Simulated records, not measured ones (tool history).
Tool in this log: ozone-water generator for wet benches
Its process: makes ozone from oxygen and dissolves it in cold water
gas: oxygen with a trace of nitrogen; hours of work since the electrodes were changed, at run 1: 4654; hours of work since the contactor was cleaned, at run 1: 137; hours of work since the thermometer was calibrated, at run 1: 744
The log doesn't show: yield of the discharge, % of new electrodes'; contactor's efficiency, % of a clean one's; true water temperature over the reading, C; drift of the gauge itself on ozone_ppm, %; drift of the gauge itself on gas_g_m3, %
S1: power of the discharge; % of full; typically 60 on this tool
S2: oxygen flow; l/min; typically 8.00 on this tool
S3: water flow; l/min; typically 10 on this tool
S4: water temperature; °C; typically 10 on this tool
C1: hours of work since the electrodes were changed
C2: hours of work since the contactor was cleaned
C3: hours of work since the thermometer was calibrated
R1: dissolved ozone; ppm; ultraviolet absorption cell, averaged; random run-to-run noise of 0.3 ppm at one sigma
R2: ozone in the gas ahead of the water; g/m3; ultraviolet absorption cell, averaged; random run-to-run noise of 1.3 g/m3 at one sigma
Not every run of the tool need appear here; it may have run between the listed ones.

| run | day | S1 | S2 | S3 | S4 | C1 | C2 | C3 | R1 | R2 |
|---|---|---|---|---|---|---|---|---|---|---|
| 1 | 0.000 | 60 | 8.00 | 10 | 10 | 4654 | 137 | 744 | 46.5 | 239.1 |
| 2 | 4.450 | 60 | 8.00 | 10 | 10 | 4757 | 240 | 847 | 46.5 | 240.6 |
| 3 | 7.958 | 60 | 8.00 | 10 | 10 | 4838 | 321 | 928 | 46.5 | 236.3 |
| 4 | 11.800 | 42 | 8.00 | 10 | 10 | 4927 | 410 | 1017 | 35.1 | 179.3 |
| 5 | 14.554 | 60 | 8.00 | 10 | 6 | 4991 | 474 | 1081 | 50.6 | 240.4 |
| 6 | 17.733 | 60 | 12.21 | 10 | 10 | 5065 | 547 | 1155 | 42.5 | 192.5 |
| 7 | 24.167 | 47 | 4.92 | 9 | 9 | 5214 | 696 | 1304 | 44.9 | 250.0 |
| 8 | 29.075 | 60 | 8.00 | 6 | 6 | 5328 | 810 | 1417 | 70.0 | 241.3 |
| 9 | 35.608 | 60 | 8.00 | 6 | 6 | 5479 | 961 | 1569 | 70.4 | 240.2 |
| 10 | 40.554 | 54 | 6.82 | 7 | 5 | 5594 | 1076 | 1683 | 62.8 | 238.0 |
| 11 | 43.683 | 54 | 6.82 | 7 | 5 | 5666 | 1148 | 1756 | 62.5 | 237.6 |

Consider 5 possible next runs. They are alternatives, not a sequence: every one starts from the tool as it was left by run 11. What does each give?
| A | 48.938 | 87 | 5.00 | 7 | 15 | 5788 | 1270 | 1878 | ? | ? |
| B | 48.938 | 74 | 6.82 | 12 | 6 | 5788 | 1270 | 1878 | ? | ? |
| C | 48.938 | 41 | 5.65 | 10 | 10 | 5788 | 1270 | 1878 | ? | ? |
| D | 48.938 | 63 | 5.04 | 7 | 12 | 5788 | 1270 | 1878 | ? | ? |
| E | 48.938 | 53 | 6.82 | 8 | 5 | 5788 | 1270 | 1878 | ? | ? |

| run | R1 | R2 |
|---|---|---|
| A | 78.0 | 408.9 |
| B | 52.9 | 307.4 |
| C | 35.9 | 210.0 |
| D | 64.5 | 313.1 |
| E | 56.5 | 235.9 |
What these runs would have given with no unlogged condition in the tool:
| run | R1 | R2 |
|---|---|---|
| A | 78.1 | 409.4 |
| B | 53.0 | 307.7 |
| C | 35.9 | 210.1 |
| D | 64.5 | 313.4 |
| E | 56.6 | 236.0 |

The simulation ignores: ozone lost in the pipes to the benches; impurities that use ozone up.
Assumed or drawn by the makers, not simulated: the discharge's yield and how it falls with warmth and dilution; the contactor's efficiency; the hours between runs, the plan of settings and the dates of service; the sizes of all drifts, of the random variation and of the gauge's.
